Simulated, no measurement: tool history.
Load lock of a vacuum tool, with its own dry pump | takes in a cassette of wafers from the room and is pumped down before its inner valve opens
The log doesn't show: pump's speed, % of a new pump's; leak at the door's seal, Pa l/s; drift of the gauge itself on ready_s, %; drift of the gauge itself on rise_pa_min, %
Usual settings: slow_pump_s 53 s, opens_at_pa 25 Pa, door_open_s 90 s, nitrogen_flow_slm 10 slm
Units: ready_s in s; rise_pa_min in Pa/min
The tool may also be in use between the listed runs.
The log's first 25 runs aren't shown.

run     hour  slow_pump_s  opens_at_pa  door_open_s  nitrogen_flow_slm  hours that the pump has run since its overhaul  times that the door has closed on its seal  incoming humidity of the room's air, %  ready_s  rise_pa_min
 26   8102.1           53           25           39                 19                                           10102                                       38068                                    44.3     95.9        0.035
 27   8473.2           53           25           39                 19                                           10473                                       39165                                    42.3     95.9        0.035
 28   8924.8           64           42          177                 10                                           10925                                       40500                                    46.8     99.5        0.091
 29   9236.0           59           34           30                 23                                           11236                                       41420                                    50.1     99.6        0.032
 30   9487.8           57           34           87                 20                                           11488                                       42164                                    45.8     97.4        0.050
 31   9906.2           80           31           90                 10                                           11906                                       43401                                    50.9    114.2        0.069
 32  10326.5           88           19           90                 37                                           12326                                       44643                                    44.6    123.1        0.040
 33  10537.4           53           18          126                 12                                           12537                                       45267                                    46.9     98.3        0.073

Forecast run 34:
 34  10775.4           53           18          126                 12                                           12775                                       45970                                    41.8        ?            ?

ready_s: 100.1 s
rise_pa_min: 0.069 Pa/min
Without the tool's hidden state the same run would have given ready_s 100.1 s, rise_pa_min 0.068 Pa/min.
